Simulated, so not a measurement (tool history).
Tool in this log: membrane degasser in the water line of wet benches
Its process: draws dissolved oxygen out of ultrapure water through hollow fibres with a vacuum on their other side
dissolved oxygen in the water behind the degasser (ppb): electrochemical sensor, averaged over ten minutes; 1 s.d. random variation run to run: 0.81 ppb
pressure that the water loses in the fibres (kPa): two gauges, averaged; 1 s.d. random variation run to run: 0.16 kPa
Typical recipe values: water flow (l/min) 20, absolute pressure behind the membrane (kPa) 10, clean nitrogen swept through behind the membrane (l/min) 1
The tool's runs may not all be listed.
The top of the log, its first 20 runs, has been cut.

run     day  water flow (l/min)  absolute pressure behind the membrane (kPa)  clean nitrogen swept through behind the membrane (l/min)  dissolved oxygen in the water behind the degasser (ppb)  pressure that the water loses in the fibres (kPa)
 21  62.271                  17                                           11                                                       1.4                                                    224.2                                              46.92
 22  65.417                  24                                         12.2                                                       1.4                                                    372.3                                              65.77
 23  68.854                  24                                         12.2                                                       1.4                                                    371.1                                              65.67
 24  72.717                  17                                         19.4                                                       1.4                                                    447.1                                               46.6
 25  76.454                  24                                         22.9                                                      0.42                                                   1759.5                                              66.07
 26  80.538                  16                                         22.9                                                      0.42                                                   1326.1                                              44.09
 27  83.133                  28                                         22.8                                                      0.63                                                   1518.5                                              76.85
 28   87.05                  28                                         22.8                                                      0.63                                                   1510.9                                              77.16
 29  90.654                  21                                         24.6                                                      1.76                                                    581.5                                              58.17
 30  94.458                  21                                         24.6                                                      1.76                                                    583.4                                              58.01
 31  97.046                  21                                         24.6                                                      1.76                                                    583.2                                              57.97

Forecast each of these 5 alternatives for the next run:
  A  100.508                  20                                          7.2                                                         1                                                        ?                                                  ?
  B  100.508                  27                                         24.6                                                      1.76                                                        ?                                                  ?
  C  100.508                  22                                         17.5                                                      0.95                                                        ?                                                  ?
  D  100.508                  19                                         24.6                                                      1.76                                                        ?                                                  ?
  E  100.508                  21                                         24.6                                                      0.54                                                        ?                                                  ?

run  dissolved oxygen in the water behind the degasser (ppb)  pressure that the water loses in the fibres (kPa)
  A                                                    193.3                                              55.27
  B                                                    750.6                                              74.38
  C                                                    702.8                                              60.69
  D                                                      531                                              52.32
  E                                                   1452.9                                              57.85
Had the tool no hidden state, the same runs would have come out as:
run  dissolved oxygen in the water behind the degasser (ppb)  pressure that the water loses in the fibres (kPa)
  A                                                    185.8                                              54.34
  B                                                    736.8                                              73.14
  C                                                    690.7                                              59.67
  D                                                    519.4                                              51.44
  E                                                   1439.9                                              56.89

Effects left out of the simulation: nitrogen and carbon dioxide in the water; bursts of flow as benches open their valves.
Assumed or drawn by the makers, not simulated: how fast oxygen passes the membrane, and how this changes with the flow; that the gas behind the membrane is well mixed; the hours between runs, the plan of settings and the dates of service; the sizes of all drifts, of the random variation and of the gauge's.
